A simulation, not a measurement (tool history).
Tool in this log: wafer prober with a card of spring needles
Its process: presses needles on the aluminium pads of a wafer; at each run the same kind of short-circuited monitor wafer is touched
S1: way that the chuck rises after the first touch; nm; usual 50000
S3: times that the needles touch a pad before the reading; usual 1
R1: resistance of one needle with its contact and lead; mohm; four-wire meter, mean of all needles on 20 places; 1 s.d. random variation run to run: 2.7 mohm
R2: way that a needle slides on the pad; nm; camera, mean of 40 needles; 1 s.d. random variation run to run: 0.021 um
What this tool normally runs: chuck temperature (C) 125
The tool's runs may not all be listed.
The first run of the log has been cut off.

Run 2, day 0.854: usual settings but S3 2. Result: R1 313 mohm, R2 11570 nm.
At day 0.962: tips cleaned on abrasive film.
At day 1.917: tips cleaned on abrasive film.
Run 3, day 1.979: usual settings. Result: R1 307 mohm, R2 11540 nm.
At day 2.95: tips cleaned on abrasive film.
Run 4, day 3.025: usual settings but S1 45000 nm. Result: R1 320 mohm, R2 10410 nm.
Run 5, day 3.5: usual settings. Result: R1 315 mohm, R2 11600 nm.
At day 3.904: tips cleaned on abrasive film.
Run 6, day 4.121: usual settings. Result: R1 311 mohm, R2 11590 nm.
Run 7, day 4.775: usual settings. Result: R1 314 mohm, R2 11630 nm.
At day 4.867: tips cleaned on abrasive film.
Run 8, day 5.579: usual settings. Result: R1 315 mohm, R2 11590 nm.
At day 5.829: tips cleaned on abrasive film.
Run 9, day 6.475: usual settings. Result: R1 312 mohm, R2 11660 nm.
At day 6.8: tips cleaned on abrasive film.
Run 10, day 7.254: usual settings. Result: R1 313 mohm, R2 11670 nm.
At day 7.838: tips cleaned on abrasive film.
Run 11, day 7.925: usual settings. Result: R1 312 mohm, R2 11650 nm.
Run 12, day 8.733: usual settings. Result: R1 311 mohm, R2 11680 nm.
At day 8.804: tips cleaned on abrasive film.
Run 13, day 9.588: usual settings. Result: R1 314 mohm, R2 11700 nm.
At day 9.829: tips cleaned on abrasive film.
Run 14, day 10.488: usual settings. Result: R1 307 mohm, R2 11690 nm.
At day 10.788: tips cleaned on abrasive film.
Run 15, day 11.325: usual settings. Result: R1 311 mohm, R2 11710 nm.
At day 11.754: tips cleaned on abrasive film.
Run 16, day 12.117: usual settings. Result: R1 313 mohm, R2 11730 nm.
At day 12.712: tips cleaned on abrasive film.
Run 17, day 13.208: usual settings but S3 2. Result: R1 311 mohm, R2 11750 nm.
At day 13.696: tips cleaned on abrasive film.
Run 18, day 14.017: usual settings but S1 69000 nm, chuck temperature (C) 88, S3 2. Result: R1 293 mohm, R2 16290 nm.
Run 19, day 14.638: usual settings but S1 43000 nm, chuck temperature (C) 45, S3 2. Result: R1 293 mohm, R2 10140 nm.
At day 14.717: tips cleaned on abrasive film.
Run 20, day 15.533: usual settings but S1 45000 nm, chuck temperature (C) 50. Result: R1 292 mohm, R2 10620 nm.
At day 15.729: tips cleaned on abrasive film.
Run 21, day 16.667: usual settings but S1 70000 nm, chuck temperature (C) 42. Result: R1 279 mohm, R2 16540 nm.
At day 16.746: tips cleaned on abrasive film.
Run 22, day 17.367: usual settings but S3 2. Result: R1 313 mohm, R2 11850 nm.
At day 17.729: tips cleaned on abrasive film.
Run 23, day 18.075: usual settings but S3 2. Result: R1 315 mohm, R2 11820 nm.
At day 18.75: tips cleaned on abrasive film.
At day 18.8: gauge calibrated.
Run 24, day 19.179: usual settings but S3 2. Result: R1 309 mohm, R2 11570 nm.

Expected results for the next run?
At day 19.708: tips cleaned on abrasive film.
Run 25, day 20.167: usual settings but S3 2. Result: R1 ?, R2 ?.

Run 25 came out at R1 313 mohm, R2 11550 nm.
On a tool with no hidden condition, and with the same random variation, this run would have come out at R1 313 mohm, R2 11530 nm.
